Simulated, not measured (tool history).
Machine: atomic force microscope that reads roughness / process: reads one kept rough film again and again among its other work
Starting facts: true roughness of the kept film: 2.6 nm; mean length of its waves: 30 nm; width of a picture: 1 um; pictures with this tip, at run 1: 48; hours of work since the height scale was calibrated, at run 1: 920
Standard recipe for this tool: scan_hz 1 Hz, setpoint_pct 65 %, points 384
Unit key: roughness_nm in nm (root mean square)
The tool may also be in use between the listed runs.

| run | hour | scan_hz | setpoint_pct | points | pictures with this tip | hours of work since the height scale was calibrated | roughness_nm |
|---|---|---|---|---|---|---|---|
| 1 | 0 | 1 | 65 | 384 | 48 | 920 | 2.279 |
| 2 | 36.6 | 1 | 65 | 384 | 127 | 943 | 2.147 |
| 3 | 68.7 | 1 | 65 | 384 | 197 | 963 | 2.054 |
|  | 85.1 | new tip fitted |
| 4 | 89.7 | 1 | 65 | 384 | 10 | 976 | 2.31 |
| 5 | 108 | 1 | 65 | 384 | 50 | 988 | 2.251 |
| 6 | 135 | 1 | 65 | 384 | 108 | 1005 | 2.16 |
| 7 | 171.1 | 1 | 65 | 384 | 186 | 1028 | 2.051 |
|  | 193.5 | new tip fitted |
| 8 | 199 | 1 | 65 | 384 | 11 | 1045 | 2.328 |
| 9 | 222.1 | 0.94 | 65 | 384 | 61 | 1060 | 2.269 |
| 10 | 240.6 | 1 | 65 | 384 | 101 | 1072 | 2.186 |
| 11 | 274.6 | 1 | 65 | 384 | 175 | 1093 | 2.106 |
| 12 | 296.1 | 1 | 65 | 384 | 222 | 1107 | 2.059 |
|  | 301.4 | new tip fitted |
| 13 | 322 | 1 | 65 | 384 | 44 | 1123 | 2.278 |
| 14 | 341.6 | 2.03 | 65 | 384 | 87 | 1135 | 2.151 |
| 15 | 378.2 | 1 | 65 | 384 | 166 | 1158 | 2.107 |
| 16 | 401.3 | 1 | 65 | 384 | 216 | 1173 | 2.038 |
|  | 410.1 | new tip fitted |
| 17 | 431 | 1 | 65 | 384 | 45 | 1192 | 2.252 |
| 18 | 461.9 | 1 | 65 | 384 | 112 | 1211 | 2.161 |
| 19 | 493.1 | 1 | 65 | 376 | 179 | 1231 | 2.085 |
|  | 517.7 | new tip fitted |
| 20 | 527.7 | 1 | 80 | 384 | 21 | 1253 | 2.236 |
| 21 | 553.1 | 1 | 80 | 384 | 76 | 1269 | 2.163 |
| 22 | 576.7 | 1 | 65 | 384 | 127 | 1284 | 2.163 |
| 23 | 593.2 | 1 | 65 | 384 | 163 | 1294 | 2.1 |
|  | 597.2 | height scale calibrated on a step standard |
|  | 627 | new tip fitted |
| 24 | 627.7 | 1 | 65 | 384 | 1 | 19 | 2.344 |
| 25 | 660.9 | 2.53 | 65 | 781 | 73 | 40 | 2.168 |
| 26 | 689.9 | 3.55 | 69 | 260 | 136 | 58 | 1.967 |
| 27 | 716.6 | 3.55 | 69 | 260 | 194 | 75 | 1.888 |
|  | 736.3 | new tip fitted |
| 28 | 749.4 | 0.59 | 66 | 601 | 29 | 96 | 2.351 |
| 29 | 785.2 | 0.59 | 55 | 390 | 106 | 119 | 2.236 |
|  | 808.5 | height scale calibrated on a step standard, once more |
| 30 | 817.9 | 0.57 | 64 | 534 | 175 | 6 | 2.097 |
|  | 844.1 | new tip fitted |
| 31 | 844.1 | 0.57 | 64 | 534 | 0 | 22 | 2.357 |
| 32 | 862.1 | 0.57 | 64 | 534 | 39 | 34 | 2.313 |
| 33 | 880.2 | 0.57 | 64 | 534 | 78 | 45 | 2.234 |
| 34 | 913.9 | 0.78 | 65 | 856 | 151 | 66 | 2.146 |
| 35 | 939.9 | 1 | 64 | 727 | 208 | 83 | 2.04 |
|  | 951.2 | new tip fitted |
| 36 | 962.5 | 0.93 | 65 | 384 | 24 | 97 | 2.289 |
| 37 | 991.1 | 0.93 | 83 | 384 | 86 | 115 | 2.104 |
| 38 | 1016.5 | 1.43 | 65 | 458 | 141 | 131 | 2.096 |
| 39 | 1036.2 | 1.78 | 58 | 442 | 184 | 144 | 2.042 |
| 40 | 1055.8 | 2.12 | 65 | 400 | 226 | 156 | 1.916 |
|  | 1058.8 | new tip fitted |
| 41 | 1093.3 | 2.12 | 65 | 400 | 74 | 179 | 2.165 |
| 42 | 1124.5 | 2.12 | 65 | 400 | 142 | 199 | 2.059 |
| 43 | 1159.1 | 2.12 | 65 | 656 | 217 | 221 | 1.957 |
|  | 1165.1 | new tip fitted |
| 44 | 1175.1 | 3.14 | 65 | 384 | 21 | 231 | 2.161 |
| 45 | 1197.1 | 3.14 | 65 | 384 | 69 | 245 | 2.083 |
| 46 | 1222.4 | 1 | 65 | 432 | 124 | 261 | 2.142 |
| 47 | 1259 | 2.06 | 65 | 384 | 203 | 284 | 1.963 |

Forecast each of these 3 alternatives for the next run:
|  | 1273.1 | new tip fitted |
| A | 1291.6 | 0.51 | 56 | 346 | 40 | 305 | ? |
|  | 1273.1 | new tip fitted |
| B | 1291.6 | 2.18 | 61 | 384 | 40 | 305 | ? |
|  | 1273.1 | new tip fitted |
| C | 1291.6 | 0.65 | 82 | 285 | 40 | 305 | ? |

| run | roughness_nm |
|---|---|
| A | 2.3 |
| B | 2.237 |
| C | 2.23 |
What these runs would have given with no unlogged condition in the tool:
| run | roughness_nm |
|---|---|
| A | 2.36 |
| B | 2.295 |
| C | 2.289 |
